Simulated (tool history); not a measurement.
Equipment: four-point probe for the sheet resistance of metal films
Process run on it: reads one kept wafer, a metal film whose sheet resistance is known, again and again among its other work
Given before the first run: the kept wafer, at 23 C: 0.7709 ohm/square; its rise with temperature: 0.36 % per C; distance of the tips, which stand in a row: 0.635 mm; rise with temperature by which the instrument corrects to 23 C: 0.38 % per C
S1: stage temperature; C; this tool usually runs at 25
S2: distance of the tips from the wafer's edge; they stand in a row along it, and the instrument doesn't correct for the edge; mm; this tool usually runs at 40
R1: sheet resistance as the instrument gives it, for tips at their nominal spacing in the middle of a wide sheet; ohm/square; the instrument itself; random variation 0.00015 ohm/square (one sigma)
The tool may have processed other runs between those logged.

run,hour,S1,S2,R1
1,0.0,25,40,0.762066
2,15.0,25,40,0.762161
3,26.8,25,40,0.762102
4,37.6,25,40,0.761576
5,48.9,25,40,0.761774
# hour 50.3: stage's thermometer calibrated
6,62.3,25,40,0.762062
7,69.3,25,40,0.762136
8,80.3,25,40,0.762010
# hour 86.2: new probe head fitted
9,96.2,27,15,0.767227
10,111.2,27,15,0.767134
11,121.1,30,61,0.765935
12,128.7,21,12,0.767978
13,144.4,28,24,0.766334
# hour 146.6: stage's thermometer calibrated, once more
14,160.2,32,17,0.765759
15,169.0,32,17,0.765531

The logged runs with the hidden state left out (each run's random variation unchanged):
The hidden state here: inner tips' distance over the nominal, %; tips' flats over new ones', %; wafer's true temperature over the reading, C; drift of the gauge itself on sheet_ohm, %.
run,R1
1,0.770762
2,0.770883
3,0.770844
4,0.770331
5,0.770551
6,0.770770
7,0.770859
8,0.770751
9,0.771420
10,0.771352
11,0.770168
12,0.772223
13,0.770605
14,0.770516
15,0.770303

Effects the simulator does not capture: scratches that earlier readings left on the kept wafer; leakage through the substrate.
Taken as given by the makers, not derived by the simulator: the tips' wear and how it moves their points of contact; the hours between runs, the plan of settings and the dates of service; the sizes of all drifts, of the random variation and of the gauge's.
